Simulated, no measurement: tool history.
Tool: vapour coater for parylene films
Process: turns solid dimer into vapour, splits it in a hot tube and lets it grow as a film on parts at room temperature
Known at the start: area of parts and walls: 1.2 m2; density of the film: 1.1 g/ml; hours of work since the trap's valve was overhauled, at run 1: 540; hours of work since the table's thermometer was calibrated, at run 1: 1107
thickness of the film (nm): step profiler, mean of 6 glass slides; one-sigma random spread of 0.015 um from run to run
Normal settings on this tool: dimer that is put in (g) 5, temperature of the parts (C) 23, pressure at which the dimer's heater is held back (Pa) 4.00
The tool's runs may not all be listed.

| run | day | dimer that is put in (g) | temperature of the parts (C) | pressure at which the dimer's heater is held back (Pa) | hours of work since the trap's valve was overhauled | hours of work since the table's thermometer was calibrated | thickness of the film (nm) |
|---|---|---|---|---|---|---|---|
| 1 | 0.000 | 5 | 23 | 4.00 | 540 | 1107 | 1800 |
| 2 | 1.550 | 6 | 23 | 4.00 | 572 | 1140 | 2150 |
|  | 2.712 | trap's valve overhauled |
| 3 | 3.992 | 5 | 23 | 4.00 | 27 | 1188 | 1910 |
| 4 | 6.733 | 5 | 23 | 3.48 | 84 | 1245 | 1920 |
| 5 | 8.262 | 5 | 23 | 3.48 | 116 | 1277 | 1920 |
|  | 8.525 | table's thermometer calibrated |
| 6 | 10.579 | 5 | 23 | 4.00 | 164 | 43 | 1900 |
| 7 | 13.954 | 5 | 23 | 4.00 | 235 | 114 | 1860 |
| 8 | 17.329 | 5 | 23 | 3.65 | 306 | 185 | 1900 |
| 9 | 19.154 | 2 | 23 | 4.00 | 344 | 223 | 740 |
| 10 | 21.367 | 5 | 23 | 4.00 | 391 | 269 | 1860 |
| 11 | 24.533 | 3 | 32 | 4.00 | 457 | 336 | 930 |
| 12 | 27.825 | 3 | 32 | 4.00 | 526 | 405 | 940 |
| 13 | 29.646 | 3 | 32 | 4.00 | 564 | 443 | 940 |
|  | 31.000 | trap's valve overhauled |
| 14 | 32.771 | 3 | 32 | 4.00 | 37 | 505 | 980 |
| 15 | 35.362 | 2 | 16 | 2.51 | 92 | 560 | 900 |
| 16 | 37.104 | 2 | 16 | 2.51 | 128 | 596 | 880 |
| 17 | 39.742 | 3 | 16 | 7.69 | 183 | 651 | 1180 |
| 18 | 43.246 | 2 | 23 | 2.63 | 257 | 725 | 790 |

Hidden state at the last listed run before each entry between runs and at the first one after, where it differs:
In the gap between runs 2 and 3: trap's valve overhauled (day 2.712)
  vapour lost through the trap's worn valve, %: 6.6 -> 0.6; true temperature of the parts over the reading, C: 0.7 -> 0.74
  measured minus no-state result, thickness of the film (nm): -170 -> -30
In the gap between runs 5 and 6: table's thermometer calibrated (day 8.525)
  vapour lost through the trap's worn valve, %: 1.4 -> 1.8; true temperature of the parts over the reading, C: 0.8 -> -0.04
  measured minus no-state result, thickness of the film (nm): -50 -> -30
In the gap between runs 13 and 14: trap's valve overhauled (day 31.000)
  vapour lost through the trap's worn valve, %: 5.7 -> 1.1; true temperature of the parts over the reading, C: 0.24 -> 0.29
  measured minus no-state result, thickness of the film (nm): -60 -> -20

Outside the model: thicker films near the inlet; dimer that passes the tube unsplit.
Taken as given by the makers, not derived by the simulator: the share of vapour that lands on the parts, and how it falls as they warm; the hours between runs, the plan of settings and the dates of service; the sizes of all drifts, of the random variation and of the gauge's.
